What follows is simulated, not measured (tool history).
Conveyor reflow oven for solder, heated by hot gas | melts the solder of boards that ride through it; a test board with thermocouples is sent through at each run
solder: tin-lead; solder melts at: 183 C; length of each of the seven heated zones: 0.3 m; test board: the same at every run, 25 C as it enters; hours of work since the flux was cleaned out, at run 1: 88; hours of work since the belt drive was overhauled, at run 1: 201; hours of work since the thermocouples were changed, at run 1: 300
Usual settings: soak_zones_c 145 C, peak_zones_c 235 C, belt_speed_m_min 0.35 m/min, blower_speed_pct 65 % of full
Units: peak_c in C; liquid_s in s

run,day,soak_zones_c,peak_zones_c,belt_speed_m_min,blower_speed_pct,hours of work since the flux was cleaned out,hours of work since the belt drive was overhauled,hours of work since the thermocouples were changed,peak_c,liquid_s
1,0,145,235,0.35,65,88,201,300,217.1,79.7
2,1.292,145,235,0.35,65,107,219,318,217.2,79.7
3,1.942,145,235,0.35,65,116,229,327,216.8,79.6
4,2.604,154,235,0.35,65,125,238,337,217.9,86.1
5,3.767,154,235,0.35,65,142,255,353,218,87
6,4.367,154,235,0.35,65,151,263,362,217.7,86.6
7,5.692,154,235,0.35,65,169,282,381,218.1,86.8
8,6.721,159,239,0.392,59,184,297,395,217.5,77.5
9,8.012,159,239,0.392,59,202,315,414,217.4,77.3
# day 8.288: belt drive overhauled, speed set with a stopwatch
10,9.288,135,239,0.301,62,218,14,429,221.9,93.8
11,10.279,135,239,0.301,62,232,28,444,221.7,94.2
12,11.438,142,246,0.35,65,249,45,460,224.1,86.7
13,12.729,138,246,0.3,84,267,63,479,233.5,107.9
14,13.888,138,246,0.3,84,284,80,495,233.5,107.1

The same runs without the tool's hidden state, with the same run-to-run variation:
The hidden state here: heat that the gas passes to the board, % of a clean oven's; belt's true speed, % of the reading; true gas temperature in zones 6 and 7 over the reading, C; drift of the gauge itself on peak_c, C; drift of the gauge itself on liquid_s, %.
run,peak_c,liquid_s
1,217.9,80.3
2,218.1,80.4
3,217.7,80.4
4,218.8,86.7
5,219.1,87.7
6,218.7,87.3
7,219.3,87.6
8,218.7,78.5
9,218.7,78.4
10,223.3,94.8
11,223.2,95.3
12,225.9,87.7
13,235.4,108.5
14,235.5,107.8

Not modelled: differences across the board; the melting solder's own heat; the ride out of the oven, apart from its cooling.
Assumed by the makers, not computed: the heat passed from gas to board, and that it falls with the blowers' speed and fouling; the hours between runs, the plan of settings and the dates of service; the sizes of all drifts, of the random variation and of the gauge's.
